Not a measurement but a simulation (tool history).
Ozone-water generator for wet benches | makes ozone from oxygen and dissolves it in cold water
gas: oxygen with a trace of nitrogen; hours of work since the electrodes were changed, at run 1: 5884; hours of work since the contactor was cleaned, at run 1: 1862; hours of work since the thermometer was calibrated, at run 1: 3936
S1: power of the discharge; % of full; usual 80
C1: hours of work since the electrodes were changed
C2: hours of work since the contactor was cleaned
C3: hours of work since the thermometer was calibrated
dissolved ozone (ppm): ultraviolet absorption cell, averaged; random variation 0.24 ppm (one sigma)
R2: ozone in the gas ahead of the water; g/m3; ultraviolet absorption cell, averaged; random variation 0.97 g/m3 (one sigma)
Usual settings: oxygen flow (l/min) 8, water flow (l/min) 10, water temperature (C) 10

run 1 hour=0 | S1=80 oxygen_flow_(l/min)=8 water_flow_(l/min)=10 water_temperature_(C)=10 | C1=5884 C2=1862 C3=3936 | dissolved_ozone_(ppm)=28.3 R2=135.2
-- hour=60.4 water thermometer calibrated
run 2 hour=91.6 | S1=80 oxygen_flow_(l/min)=8 water_flow_(l/min)=8 water_temperature_(C)=10 | C1=5958 C2=1936 C3=25 | dissolved_ozone_(ppm)=31.7 R2=136.7
-- hour=236.6 electrodes of the discharge changed
run 3 hour=266.6 | S1=80 oxygen_flow_(l/min)=8 water_flow_(l/min)=8 water_temperature_(C)=10 | C1=24 C2=2073 C3=162 | dissolved_ozone_(ppm)=38.5 R2=165.1
run 4 hour=402.2 | S1=80 oxygen_flow_(l/min)=8 water_flow_(l/min)=8 water_temperature_(C)=10 | C1=134 C2=2183 C3=272 | dissolved_ozone_(ppm)=38.8 R2=164.4
run 5 hour=501.7 | S1=80 oxygen_flow_(l/min)=8 water_flow_(l/min)=8 water_temperature_(C)=10 | C1=215 C2=2263 C3=353 | dissolved_ozone_(ppm)=38.2 R2=163.9
run 6 hour=631.7 | S1=80 oxygen_flow_(l/min)=8 water_flow_(l/min)=10 water_temperature_(C)=12 | C1=321 C2=2369 C3=459 | dissolved_ozone_(ppm)=32.8 R2=164.6
-- hour=720.6 contactor cleaned
run 7 hour=734.4 | S1=80 oxygen_flow_(l/min)=8 water_flow_(l/min)=10 water_temperature_(C)=12 | C1=401 C2=11 C3=539 | dissolved_ozone_(ppm)=31.7 R2=164.6
run 8 hour=910.7 | S1=80 oxygen_flow_(l/min)=8 water_flow_(l/min)=10 water_temperature_(C)=12 | C1=544 C2=154 C3=682 | dissolved_ozone_(ppm)=31.6 R2=164.8
run 9 hour=1056 | S1=80 oxygen_flow_(l/min)=8 water_flow_(l/min)=10 water_temperature_(C)=10 | C1=662 C2=272 C3=800 | dissolved_ozone_(ppm)=32.8 R2=162.3
run 10 hour=1152.6 | S1=80 oxygen_flow_(l/min)=8 water_flow_(l/min)=10 water_temperature_(C)=10 | C1=740 C2=350 C3=878 | dissolved_ozone_(ppm)=32.2 R2=162.4
run 11 hour=1239.5 | S1=80 oxygen_flow_(l/min)=8 water_flow_(l/min)=10 water_temperature_(C)=10 | C1=810 C2=421 C3=949 | dissolved_ozone_(ppm)=32.6 R2=160.5
run 12 hour=1360.9 | S1=80 oxygen_flow_(l/min)=8 water_flow_(l/min)=10 water_temperature_(C)=10 | C1=909 C2=520 C3=1047 | dissolved_ozone_(ppm)=32.1 R2=159.7
-- hour=1404.8 contactor cleaned, once more
run 13 hour=1472.3 | S1=80 oxygen_flow_(l/min)=8 water_flow_(l/min)=10 water_temperature_(C)=10 | C1=996 C2=55 C3=1134 | dissolved_ozone_(ppm)=34.9 R2=160.8
run 14 hour=1601.9 | S1=80 oxygen_flow_(l/min)=8 water_flow_(l/min)=10 water_temperature_(C)=10 | C1=1101 C2=160 C3=1239 | dissolved_ozone_(ppm)=34.6 R2=160.5
run 15 hour=1795.1 | S1=80 oxygen_flow_(l/min)=8 water_flow_(l/min)=10 water_temperature_(C)=6 | C1=1258 C2=317 C3=1396 | dissolved_ozone_(ppm)=37.1 R2=158.2
run 16 hour=1912.3 | S1=72 oxygen_flow_(l/min)=11.42 water_flow_(l/min)=12 water_temperature_(C)=13 | C1=1353 C2=412 C3=1491 | dissolved_ozone_(ppm)=26.6 R2=128
run 17 hour=1990.2 | S1=73 oxygen_flow_(l/min)=10.9 water_flow_(l/min)=6 water_temperature_(C)=9 | C1=1416 C2=475 C3=1554 | dissolved_ozone_(ppm)=38.7 R2=131.9
run 18 hour=2179.4 | S1=52 oxygen_flow_(l/min)=8.64 water_flow_(l/min)=10 water_temperature_(C)=14 | C1=1570 C2=628 C3=1708 | dissolved_ozone_(ppm)=23.6 R2=116.4

Run 19 comes next. What will it give?
run 19 hour=2310.2 | S1=52 oxygen_flow_(l/min)=8.64 water_flow_(l/min)=10 water_temperature_(C)=14 | C1=1676 C2=735 C3=1814 | dissolved_ozone_(ppm)=? R2=?

Run 19 gave dissolved ozone (ppm) 23.4, R2 116.3 g/m3.
Without the tool's hidden state the same run would have given dissolved ozone (ppm) 24.7, R2 121 g/m3.

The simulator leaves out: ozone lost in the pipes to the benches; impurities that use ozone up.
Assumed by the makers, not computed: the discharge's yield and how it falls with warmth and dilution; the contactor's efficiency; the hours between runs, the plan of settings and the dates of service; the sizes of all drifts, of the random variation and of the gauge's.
